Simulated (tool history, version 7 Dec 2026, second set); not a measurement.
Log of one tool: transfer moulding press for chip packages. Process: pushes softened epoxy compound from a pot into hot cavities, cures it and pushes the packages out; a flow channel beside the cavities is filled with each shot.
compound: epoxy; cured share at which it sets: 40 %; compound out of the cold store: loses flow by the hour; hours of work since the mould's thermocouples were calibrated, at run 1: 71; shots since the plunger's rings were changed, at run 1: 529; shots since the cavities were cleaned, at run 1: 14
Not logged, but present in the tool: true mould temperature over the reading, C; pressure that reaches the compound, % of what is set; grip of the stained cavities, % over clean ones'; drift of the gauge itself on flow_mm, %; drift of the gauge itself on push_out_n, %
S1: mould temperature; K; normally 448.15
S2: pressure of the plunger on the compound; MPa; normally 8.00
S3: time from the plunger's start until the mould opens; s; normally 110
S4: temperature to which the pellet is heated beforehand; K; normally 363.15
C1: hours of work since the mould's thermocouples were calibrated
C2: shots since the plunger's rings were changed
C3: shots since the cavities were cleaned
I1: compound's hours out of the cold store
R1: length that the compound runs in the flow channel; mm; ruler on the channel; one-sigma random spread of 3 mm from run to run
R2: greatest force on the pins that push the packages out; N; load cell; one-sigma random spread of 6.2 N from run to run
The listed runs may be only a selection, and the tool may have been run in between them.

run	hour	S1	S2	S3	S4	C1	C2	C3	I1	R1	R2
1	0.0	448.15	8.00	110	363.15	71	529	14	23.8	891	229
2	73.2	448.15	7.03	110	363.15	108	1173	658	24.1	832	233
# hour 82.7: cavities cleaned with cleaning compound and waxed
3	118.6	448.15	7.03	110	363.15	131	1558	315	13.7	877	242
# hour 170.5: cavities cleaned with cleaning compound and waxed
4	211.6	448.15	7.03	110	363.15	177	2363	361	40.1	779	219
# hour 254.2: cavities cleaned with cleaning compound and waxed
5	262.9	449.15	7.03	110	363.15	203	2800	76	22.5	841	230
6	310.0	448.15	8.00	141	363.15	227	3214	490	12.9	940	215
# hour 336.1: cavities cleaned with cleaning compound and waxed
7	394.5	448.15	8.00	141	363.15	269	3944	513	14.7	929	218
# hour 421.1: cavities cleaned with cleaning compound and waxed
8	491.5	447.15	8.00	141	363.15	318	4784	620	24.5	891	220
# hour 503.6: cavities cleaned with cleaning compound and waxed
9	574.0	447.15	8.00	141	363.15	360	5495	618	29.8	870	229
# hour 593.4: plunger's sealing rings changed
# hour 594.9: cavities cleaned with cleaning compound and waxed
10	652.3	447.15	8.00	141	363.15	398	505	505	32.3	858	217
# hour 677.0: cavities cleaned with cleaning compound and waxed
11	722.6	447.15	8.00	141	363.15	433	1109	400	28.3	873	217
# hour 758.9: cavities cleaned with cleaning compound and waxed
12	766.7	448.15	8.00	110	363.15	455	1484	69	34.2	854	236
# hour 839.3: cavities cleaned with cleaning compound and waxed
13	843.9	448.15	6.23	110	363.15	493	2149	40	35.4	746	232
# hour 926.9: cavities cleaned with cleaning compound and waxed
14	941.6	451.15	8.00	107	373.15	543	2995	129	18.3	903	224
15	1001.9	443.15	8.97	131	363.15	573	3524	658	34.6	905	244
# hour 1008.0: cavities cleaned with cleaning compound and waxed
16	1051.4	448.15	8.00	128	363.15	598	3947	382	24.6	884	217
# hour 1089.7: cavities cleaned with cleaning compound and waxed
17	1121.6	448.15	7.68	110	361.15	633	4551	281	30.0	851	244
# hour 1152.5: mould's thermocouples calibrated
# hour 1173.8: cavities cleaned with cleaning compound and waxed
18	1226.3	448.15	6.59	112	361.15	37	5440	461	44.4	740	225
# hour 1250.3: plunger's sealing rings changed
# hour 1260.0: cavities cleaned with cleaning compound and waxed
19	1325.6	448.15	6.59	112	361.15	86	649	577	38.5	755	233
# hour 1342.0: cavities cleaned with cleaning compound and waxed
20	1388.2	448.15	6.59	112	361.15	117	1186	407	38.5	755	229
# hour 1423.4: cavities cleaned with cleaning compound and waxed
21	1458.2	450.15	8.00	149	363.15	152	1788	306	30.2	853	226
# hour 1506.4: cavities cleaned with cleaning compound and waxed
22	1549.2	451.15	6.42	110	363.15	198	2574	376	22.1	798	221
# hour 1592.7: cavities cleaned with cleaning compound and waxed
23	1604.8	451.15	9.42	120	363.15	225	3050	106	30.0	931	222
24	1659.1	451.15	9.42	120	363.15	253	3528	584	32.6	923	224
# hour 1677.5: cavities cleaned with cleaning compound and waxed
25	1720.3	451.15	9.42	120	363.15	284	4052	376	24.0	958	212

Alternative continuations, all from the tool just after run 25; predict every row:
# hour 1757.2: cavities cleaned with cleaning compound and waxed
A	1780.2	448.15	8.00	99	362.15	314	4565	201	27.0	?	?
# hour 1757.2: cavities cleaned with cleaning compound and waxed
B	1780.2	448.15	8.00	137	363.15	314	4565	201	17.4	?	?
# hour 1757.2: cavities cleaned with cleaning compound and waxed
C	1780.2	451.15	9.18	116	363.15	314	4565	201	23.9	?	?
# hour 1757.2: cavities cleaned with cleaning compound and waxed
D	1780.2	448.15	6.73	120	372.15	314	4565	201	28.1	?	?
# hour 1757.2: cavities cleaned with cleaning compound and waxed
E	1780.2	455.15	9.42	149	363.15	314	4565	201	40.0	?	?

run	R1	R2
A	880	261
B	918	213
C	942	214
D	803	224
E	894	219
Without the tool's unlogged condition, the same runs would have read:
run	R1	R2
A	881	260
B	918	212
C	942	213
D	803	223
E	894	218

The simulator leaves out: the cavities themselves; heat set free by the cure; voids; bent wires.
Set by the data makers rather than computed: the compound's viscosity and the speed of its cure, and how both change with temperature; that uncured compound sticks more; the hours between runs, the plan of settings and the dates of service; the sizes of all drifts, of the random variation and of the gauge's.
